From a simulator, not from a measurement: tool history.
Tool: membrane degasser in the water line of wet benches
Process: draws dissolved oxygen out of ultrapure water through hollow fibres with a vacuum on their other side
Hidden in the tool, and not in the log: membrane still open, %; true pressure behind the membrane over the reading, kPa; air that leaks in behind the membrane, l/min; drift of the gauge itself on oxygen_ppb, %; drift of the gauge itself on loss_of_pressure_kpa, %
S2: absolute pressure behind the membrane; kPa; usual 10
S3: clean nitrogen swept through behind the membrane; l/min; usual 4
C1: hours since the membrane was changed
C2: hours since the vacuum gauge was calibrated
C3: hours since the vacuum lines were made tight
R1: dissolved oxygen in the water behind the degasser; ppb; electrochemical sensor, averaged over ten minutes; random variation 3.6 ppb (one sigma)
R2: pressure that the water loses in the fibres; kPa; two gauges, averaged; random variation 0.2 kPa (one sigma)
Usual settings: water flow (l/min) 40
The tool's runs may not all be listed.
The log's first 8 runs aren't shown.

run 9 hour=312.5 | water_flow_(l/min)=40 S2=10 S3=7.05 | C1=406 C2=5888 C3=7020 | R1=302.7 R2=42.37
run 10 hour=354.4 | water_flow_(l/min)=40 S2=10 S3=4 | C1=448 C2=5930 C3=7061 | R1=368.1 R2=41.93
run 11 hour=389.1 | water_flow_(l/min)=40 S2=10 S3=4 | C1=483 C2=5965 C3=7096 | R1=367.2 R2=42.13
run 12 hour=440.5 | water_flow_(l/min)=40 S2=10 S3=2.16 | C1=534 C2=6016 C3=7148 | R1=474.3 R2=42.4
run 13 hour=493.8 | water_flow_(l/min)=40 S2=10 S3=2.16 | C1=587 C2=6070 C3=7201 | R1=481.7 R2=42.47
run 14 hour=538.9 | water_flow_(l/min)=40 S2=10 S3=4 | C1=633 C2=6115 C3=7246 | R1=362.7 R2=42.59
run 15 hour=562 | water_flow_(l/min)=55 S2=10 S3=4 | C1=656 C2=6138 C3=7269 | R1=549.4 R2=58.17
run 16 hour=586.8 | water_flow_(l/min)=55 S2=10 S3=4 | C1=680 C2=6163 C3=7294 | R1=548.3 R2=58.13
run 17 hour=619.5 | water_flow_(l/min)=54 S2=10 S3=5.95 | C1=713 C2=6195 C3=7327 | R1=474 R2=57.29
run 18 hour=676.6 | water_flow_(l/min)=54 S2=10 S3=5.95 | C1=770 C2=6252 C3=7384 | R1=478.8 R2=57.13

The next listed run, before its measurement:
run 19 hour=716.5 | water_flow_(l/min)=27 S2=12.4 S3=4 | C1=810 C2=6292 C3=7424 | R1=? R2=?

Run 19 gave R1 246.4 ppb, R2 28.67 kPa.
Without the tool's hidden state the same run would have given R1 242 ppb, R2 28.54 kPa.
